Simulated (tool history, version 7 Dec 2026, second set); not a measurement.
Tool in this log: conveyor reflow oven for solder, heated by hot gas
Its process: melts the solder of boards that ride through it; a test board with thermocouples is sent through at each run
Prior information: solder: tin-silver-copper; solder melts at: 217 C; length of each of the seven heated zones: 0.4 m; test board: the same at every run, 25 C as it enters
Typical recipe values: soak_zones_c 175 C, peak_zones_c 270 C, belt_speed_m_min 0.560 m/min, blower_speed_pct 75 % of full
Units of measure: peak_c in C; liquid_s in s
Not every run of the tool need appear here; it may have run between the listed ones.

run,day,soak_zones_c,peak_zones_c,belt_speed_m_min,blower_speed_pct,peak_c,liquid_s
1,0.000,175,270,0.560,75,255.1,68.3
2,2.029,188,270,0.560,75,256.7,74.9
3,3.746,188,270,0.560,75,256.2,74.2
4,6.950,188,270,0.560,75,257.0,74.9
5,8.417,188,270,0.659,75,251.7,59.0
6,11.271,175,260,0.560,75,244.8,59.3
7,13.325,175,260,0.560,67,243.2,56.7
# day 15.254: flux residue cleaned out of gas plates and filters
8,15.492,175,270,0.560,75,256.1,70.2
9,18.096,175,270,0.560,75,256.5,71.2
10,20.088,175,270,0.560,75,256.4,70.1
# day 22.592: thermocouples of zones 6 and 7 changed
11,22.592,175,270,0.560,75,259.5,71.7
12,25.338,175,270,0.560,75,259.5,71.9
13,26.988,175,270,0.560,75,258.0,71.6
14,29.142,175,270,0.634,75,254.5,59.4
# day 31.479: belt drive overhauled, speed set with a stopwatch
15,31.542,175,270,0.634,84,256.1,59.8
16,33.142,175,270,0.634,84,255.8,59.6

Forecast run 17:
17,34.771,162,261,0.460,73,?,?

peak_c: 251.9 C
liquid_s: 75.9 s
Were there no unlogged condition in the tool, this run, its random variation unchanged, would have produced peak_c 253.4 C, liquid_s 78.2 s.
